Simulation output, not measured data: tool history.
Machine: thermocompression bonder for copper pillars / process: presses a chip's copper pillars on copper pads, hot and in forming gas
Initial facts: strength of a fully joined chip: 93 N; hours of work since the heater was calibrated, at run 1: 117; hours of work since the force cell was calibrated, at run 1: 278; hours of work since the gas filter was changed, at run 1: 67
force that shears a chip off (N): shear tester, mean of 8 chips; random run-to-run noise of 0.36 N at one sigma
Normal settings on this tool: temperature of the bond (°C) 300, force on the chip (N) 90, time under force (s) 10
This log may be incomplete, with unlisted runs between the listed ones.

| run | hour | temperature of the bond (°C) | force on the chip (N) | time under force (s) | hours of work since the heater was calibrated | hours of work since the force cell was calibrated | hours of work since the gas filter was changed | force that shears a chip off (N) |
|---|---|---|---|---|---|---|---|---|
| 1 | 0 | 300 | 90 | 10 | 117 | 278 | 67 | 32.1 |
| 2 | 4.8 | 300 | 90 | 10 | 119 | 280 | 69 | 31.6 |
| 3 | 14.2 | 300 | 90 | 10 | 123 | 284 | 73 | 31.9 |
| 4 | 23.5 | 300 | 90 | 10 | 127 | 288 | 77 | 31.7 |
| 5 | 28.8 | 300 | 90 | 10 | 129 | 290 | 79 | 31.6 |
| 6 | 35.8 | 300 | 90 | 10 | 132 | 293 | 82 | 32.1 |
| 7 | 39.8 | 300 | 90 | 7 | 134 | 295 | 84 | 27.2 |
| 8 | 48.2 | 300 | 90 | 7 | 137 | 298 | 87 | 27.4 |
| 9 | 55.2 | 292 | 90 | 5 | 140 | 301 | 90 | 21.4 |
| 10 | 61.7 | 292 | 90 | 5 | 143 | 304 | 93 | 21.2 |
|  | 64.2 | heater calibrated with a thermocouple chip |
| 11 | 70.7 | 281 | 106 | 17 | 3 | 307 | 96 | 38 |
| 12 | 78.1 | 281 | 106 | 17 | 6 | 310 | 99 | 37.8 |
| 13 | 82 | 314 | 76 | 15 | 7 | 312 | 101 | 35.7 |
| 14 | 86 | 314 | 76 | 15 | 9 | 313 | 102 | 35.4 |
|  | 92.6 | heater calibrated with a thermocouple chip, once more |
| 15 | 96.2 | 314 | 76 | 15 | 2 | 317 | 106 | 35 |
| 16 | 102.5 | 314 | 76 | 15 | 4 | 319 | 108 | 34.3 |

Alternative continuations, all from the tool just after run 16; predict every row:
| A | 106.3 | 314 | 58 | 15 | 6 | 321 | 110 | ? |
| B | 106.3 | 292 | 70 | 10 | 6 | 321 | 110 | ? |
| C | 106.3 | 295 | 76 | 10 | 6 | 321 | 110 | ? |
| D | 106.3 | 307 | 73 | 6 | 6 | 321 | 110 | ? |
| E | 106.3 | 329 | 72 | 6 | 6 | 321 | 110 | ? |

| run | force that shears a chip off (N) |
|---|---|
| A | 25.7 |
| B | 21 |
| C | 24.3 |
| D | 21.1 |
| E | 26.3 |
Had the tool no hidden state, the same runs would have come out as:
| run | force that shears a chip off (N) |
|---|---|
| A | 27.7 |
| B | 22.6 |
| C | 26.1 |
| D | 22.8 |
| E | 28.2 |

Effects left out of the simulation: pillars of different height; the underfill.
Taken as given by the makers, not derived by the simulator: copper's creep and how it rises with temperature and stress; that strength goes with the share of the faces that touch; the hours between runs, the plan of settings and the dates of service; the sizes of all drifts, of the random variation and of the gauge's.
